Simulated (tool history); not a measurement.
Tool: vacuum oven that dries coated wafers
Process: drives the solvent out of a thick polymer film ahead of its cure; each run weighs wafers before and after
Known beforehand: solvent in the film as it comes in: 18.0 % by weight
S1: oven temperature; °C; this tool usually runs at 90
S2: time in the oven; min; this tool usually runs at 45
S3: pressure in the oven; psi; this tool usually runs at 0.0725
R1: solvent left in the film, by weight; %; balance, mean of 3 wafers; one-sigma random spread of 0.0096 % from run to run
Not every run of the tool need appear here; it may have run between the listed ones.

{"run": 1, "hour": 0.0, "S1": 90, "S2": 45, "S3": 0.0725, "R1": 0.559}
{"run": 2, "hour": 12.8, "S1": 90, "S2": 45, "S3": 0.0725, "R1": 0.564}
{"run": 3, "hour": 22.9, "S1": 90, "S2": 45, "S3": 0.0725, "R1": 0.569}
{"run": 4, "hour": 33.0, "S1": 90, "S2": 45, "S3": 0.0725, "R1": 0.562}
{"run": 5, "hour": 38.7, "S1": 90, "S2": 45, "S3": 0.0725, "R1": 0.563}
{"run": 6, "hour": 46.7, "S1": 90, "S2": 45, "S3": 0.0725, "R1": 0.568}
{"run": 7, "hour": 56.3, "S1": 90, "S2": 45, "S3": 0.0725, "R1": 0.576}
{"run": 8, "hour": 63.8, "S1": 90, "S2": 45, "S3": 0.0725, "R1": 0.563}
{"run": 9, "hour": 70.7, "S1": 90, "S2": 45, "S3": 0.0725, "R1": 0.561}
{"run": 10, "hour": 78.7, "S1": 90, "S2": 45, "S3": 0.0725, "R1": 0.556}
{"run": 11, "hour": 85.8, "S1": 90, "S2": 45, "S3": 0.0725, "R1": 0.561}
{"run": 12, "hour": 95.6, "S1": 90, "S2": 45, "S3": 0.0725, "R1": 0.563}
{"run": 13, "hour": 105.7, "S1": 90, "S2": 45, "S3": 0.0725, "R1": 0.573}
{"run": 14, "hour": 118.1, "S1": 90, "S2": 45, "S3": 0.0725, "R1": 0.566}
{"run": 15, "hour": 123.2, "S1": 97, "S2": 36, "S3": 0.2624, "R1": 0.42}
{"run": 16, "hour": 130.7, "S1": 77, "S2": 67, "S3": 0.1944, "R1": 2.652}
{"run": 17, "hour": 137.3, "S1": 77, "S2": 67, "S3": 0.1944, "R1": 2.644}
{"run": 18, "hour": 149.3, "S1": 90, "S2": 23, "S3": 0.0698, "R1": 2.606}
{"run": 19, "hour": 157.3, "S1": 90, "S2": 23, "S3": 0.0698, "R1": 2.566}
{"run": 20, "hour": 168.3, "S1": 95, "S2": 65, "S3": 0.0725, "R1": 0.096}
{"run": 21, "hour": 180.1, "S1": 95, "S2": 65, "S3": 0.0725, "R1": 0.093}
{"run": 22, "hour": 190.0, "S1": 95, "S2": 65, "S3": 0.1284, "R1": 0.169}
{"run": 23, "hour": 202.3, "S1": 90, "S2": 40, "S3": 0.0725, "R1": 0.788}

Run 24 comes next. What will it give?
{"run": 24, "hour": 212.7, "S1": 102, "S2": 64, "S3": 0.1527, "R1": "?"}

{"run 24": {"R1": 0.139}}
The same run, on a tool lacking any hidden state, would have yielded R1 0.139 %.

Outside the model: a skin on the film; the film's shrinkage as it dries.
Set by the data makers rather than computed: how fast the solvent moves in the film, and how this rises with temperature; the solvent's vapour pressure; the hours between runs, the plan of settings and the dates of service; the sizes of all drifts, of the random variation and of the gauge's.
